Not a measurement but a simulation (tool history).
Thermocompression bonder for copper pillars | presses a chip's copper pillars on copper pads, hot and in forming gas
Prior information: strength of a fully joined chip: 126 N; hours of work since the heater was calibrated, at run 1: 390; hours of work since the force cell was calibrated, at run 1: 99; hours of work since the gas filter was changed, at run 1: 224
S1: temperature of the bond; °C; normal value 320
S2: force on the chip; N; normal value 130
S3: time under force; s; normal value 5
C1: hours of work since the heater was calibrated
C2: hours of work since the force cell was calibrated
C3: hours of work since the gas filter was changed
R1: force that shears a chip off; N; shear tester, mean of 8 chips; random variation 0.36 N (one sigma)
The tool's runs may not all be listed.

run 1 hour=0.0 | S1=320 S2=130 S3=5 | C1=390 C2=99 C3=224 | R1=80.9
run 2 hour=25.4 | S1=320 S2=183 S3=5 | C1=404 C2=113 C3=238 | R1=98.6
run 3 hour=56.4 | S1=308 S2=183 S3=5 | C1=421 C2=129 C3=255 | R1=92.5
run 4 hour=96.2 | S1=308 S2=183 S3=5 | C1=442 C2=151 C3=276 | R1=92.6
run 5 hour=124.0 | S1=320 S2=130 S3=14 | C1=457 C2=166 C3=291 | R1=100.1
run 6 hour=142.6 | S1=320 S2=130 S3=14 | C1=467 C2=176 C3=301 | R1=100.2
run 7 hour=175.8 | S1=320 S2=130 S3=14 | C1=485 C2=194 C3=319 | R1=99.9
run 8 hour=215.4 | S1=320 S2=130 S3=14 | C1=507 C2=215 C3=341 | R1=99.7
run 9 hour=252.9 | S1=320 S2=130 S3=14 | C1=527 C2=235 C3=361 | R1=98.3
run 10 hour=291.8 | S1=320 S2=130 S3=14 | C1=548 C2=256 C3=382 | R1=98.5
run 11 hour=335.7 | S1=320 S2=161 S3=14 | C1=572 C2=280 C3=406 | R1=105.5
run 12 hour=379.1 | S1=320 S2=161 S3=14 | C1=595 C2=304 C3=429 | R1=104.7
run 13 hour=403.2 | S1=320 S2=161 S3=14 | C1=608 C2=317 C3=442 | R1=105.6
-- hour=408.0 heater calibrated with a thermocouple chip
run 14 hour=429.5 | S1=320 S2=161 S3=14 | C1=12 C2=330 C3=455 | R1=105.2
-- hour=437.3 forming gas filter changed
run 15 hour=456.9 | S1=320 S2=161 S3=14 | C1=26 C2=344 C3=11 | R1=117.0
run 16 hour=491.8 | S1=320 S2=130 S3=5 | C1=45 C2=363 C3=29 | R1=88.2
-- hour=533.2 heater calibrated with a thermocouple chip, once more
run 17 hour=533.6 | S1=320 S2=130 S3=5 | C1=0 C2=385 C3=51 | R1=80.9
run 18 hour=565.4 | S1=320 S2=130 S3=5 | C1=17 C2=402 C3=68 | R1=80.3
run 19 hour=591.7 | S1=320 S2=130 S3=5 | C1=32 C2=416 C3=82 | R1=80.2
run 20 hour=635.9 | S1=320 S2=130 S3=5 | C1=55 C2=440 C3=106 | R1=79.7
run 21 hour=660.5 | S1=320 S2=158 S3=14 | C1=69 C2=453 C3=119 | R1=109.5
run 22 hour=680.0 | S1=328 S2=109 S3=4 | C1=79 C2=464 C3=130 | R1=69.3
run 23 hour=709.0 | S1=345 S2=181 S3=3 | C1=95 C2=479 C3=146 | R1=100.0
run 24 hour=746.4 | S1=313 S2=130 S3=6 | C1=115 C2=499 C3=166 | R1=80.1
run 25 hour=778.3 | S1=313 S2=130 S3=6 | C1=132 C2=517 C3=183 | R1=79.5
run 26 hour=800.7 | S1=345 S2=176 S3=6 | C1=144 C2=529 C3=195 | R1=109.2
run 27 hour=833.9 | S1=320 S2=130 S3=6 | C1=162 C2=547 C3=213 | R1=83.2
run 28 hour=876.5 | S1=320 S2=130 S3=6 | C1=185 C2=570 C3=236 | R1=83.4
run 29 hour=906.1 | S1=320 S2=127 S3=7 | C1=201 C2=586 C3=252 | R1=84.7
run 30 hour=930.6 | S1=331 S2=124 S3=8 | C1=215 C2=599 C3=265 | R1=91.3
run 31 hour=949.7 | S1=291 S2=130 S3=4 | C1=225 C2=609 C3=276 | R1=57.2
run 32 hour=989.6 | S1=291 S2=130 S3=4 | C1=247 C2=631 C3=297 | R1=57.2
run 33 hour=1010.4 | S1=291 S2=130 S3=4 | C1=258 C2=642 C3=308 | R1=57.4
run 34 hour=1051.8 | S1=291 S2=130 S3=4 | C1=280 C2=664 C3=331 | R1=57.6
run 35 hour=1084.7 | S1=291 S2=130 S3=4 | C1=298 C2=682 C3=349 | R1=57.2
run 36 hour=1126.0 | S1=348 S2=79 S3=3 | C1=320 C2=704 C3=371 | R1=54.3
run 37 hour=1165.0 | S1=309 S2=130 S3=9 | C1=341 C2=726 C3=392 | R1=84.3
run 38 hour=1205.1 | S1=348 S2=130 S3=5 | C1=363 C2=747 C3=414 | R1=89.8
run 39 hour=1250.9 | S1=348 S2=130 S3=5 | C1=388 C2=772 C3=438 | R1=90.0

A few steps of R1 between consecutive runs. Split each: what settings, incoming material and random variation would produce without the hidden state, and what is left over for the hidden state, along with gauge scatter present in only one of the two compared results (measured, and without hidden state):
The hidden state here: true temperature of the bond over the reading, C; force that reaches the chip, % of what is set; oxide that the forming gas leaves, % of the face; drift of the gauge itself on shear_n, %.
Run 14 -> 15: forming gas filter changed. R1 +11.8 N: hidden state +11.6, all else +0.2.
Run 15 -> 16: S2 161 -> 130, S3 14 -> 5. R1 -28.8 N: hidden state +3.3, all else -32.1.
Run 16 -> 17: heater calibrated with a thermocouple chip, once more. R1 -7.3 N: hidden state -7.5, all else +0.2.
Run 21 -> 22: S1 320 -> 328, S2 158 -> 109, S3 14 -> 4. R1 -40.2 N: hidden state +1.7, all else -41.9.
Run 22 -> 23: S1 328 -> 345, S2 109 -> 181, S3 4 -> 3. R1 +30.7 N: hidden state -1.6, all else +32.3.
Run 30 -> 31: S1 331 -> 291, S2 124 -> 130, S3 8 -> 4. R1 -34.1 N: hidden state +2.5, all else -36.6.
